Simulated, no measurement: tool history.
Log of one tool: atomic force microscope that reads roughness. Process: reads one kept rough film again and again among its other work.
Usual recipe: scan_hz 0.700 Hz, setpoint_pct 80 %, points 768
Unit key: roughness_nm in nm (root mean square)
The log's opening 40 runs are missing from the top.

{"run": 41, "hour": 326.0, "scan_hz": 1.724, "setpoint_pct": 57, "points": 754, "roughness_nm": 0.51}
{"run": 42, "hour": 335.1, "scan_hz": 1.724, "setpoint_pct": 57, "points": 754, "roughness_nm": 0.502}
{"run": 43, "hour": 345.9, "scan_hz": 1.724, "setpoint_pct": 57, "points": 754, "roughness_nm": 0.504}
{"run": 44, "hour": 357.0, "scan_hz": 3.172, "setpoint_pct": 57, "points": 1006, "roughness_nm": 0.492}
{"run": 45, "hour": 365.2, "scan_hz": 1.996, "setpoint_pct": 57, "points": 865, "roughness_nm": 0.5}
{"run": 46, "hour": 376.8, "scan_hz": 0.924, "setpoint_pct": 71, "points": 768, "roughness_nm": 0.496}
{"run": 47, "hour": 384.8, "scan_hz": 0.924, "setpoint_pct": 71, "points": 768, "roughness_nm": 0.492}
{"run": 48, "hour": 391.1, "scan_hz": 0.924, "setpoint_pct": 71, "points": 768, "roughness_nm": 0.495}
{"run": 49, "hour": 399.8, "scan_hz": 0.7, "setpoint_pct": 75, "points": 768, "roughness_nm": 0.492}
{"run": 50, "hour": 408.2, "scan_hz": 0.6, "setpoint_pct": 61, "points": 287, "roughness_nm": 0.493}
{"hour": 411.7, "done": "new tip fitted"}
{"run": 51, "hour": 416.7, "scan_hz": 0.503, "setpoint_pct": 58, "points": 922, "roughness_nm": 0.531}
{"run": 52, "hour": 427.2, "scan_hz": 1.281, "setpoint_pct": 88, "points": 768, "roughness_nm": 0.467}

Consider 3 possible next runs. They are alternatives, not a sequence: every one starts from the tool as it was left by run 52. What does each give?
{"run": "A", "hour": 437.4, "scan_hz": 0.7, "setpoint_pct": 80, "points": 420, "roughness_nm": "?"}
{"run": "B", "hour": 437.4, "scan_hz": 0.697, "setpoint_pct": 67, "points": 567, "roughness_nm": "?"}
{"run": "C", "hour": 437.4, "scan_hz": 0.779, "setpoint_pct": 80, "points": 768, "roughness_nm": "?"}

run=A roughness_nm=0.499
run=B roughness_nm=0.521
run=C roughness_nm=0.506
Take away the tool's hidden state, keep each run's random variation, and the runs would have read:
run=A roughness_nm=0.503
run=B roughness_nm=0.525
run=C roughness_nm=0.510

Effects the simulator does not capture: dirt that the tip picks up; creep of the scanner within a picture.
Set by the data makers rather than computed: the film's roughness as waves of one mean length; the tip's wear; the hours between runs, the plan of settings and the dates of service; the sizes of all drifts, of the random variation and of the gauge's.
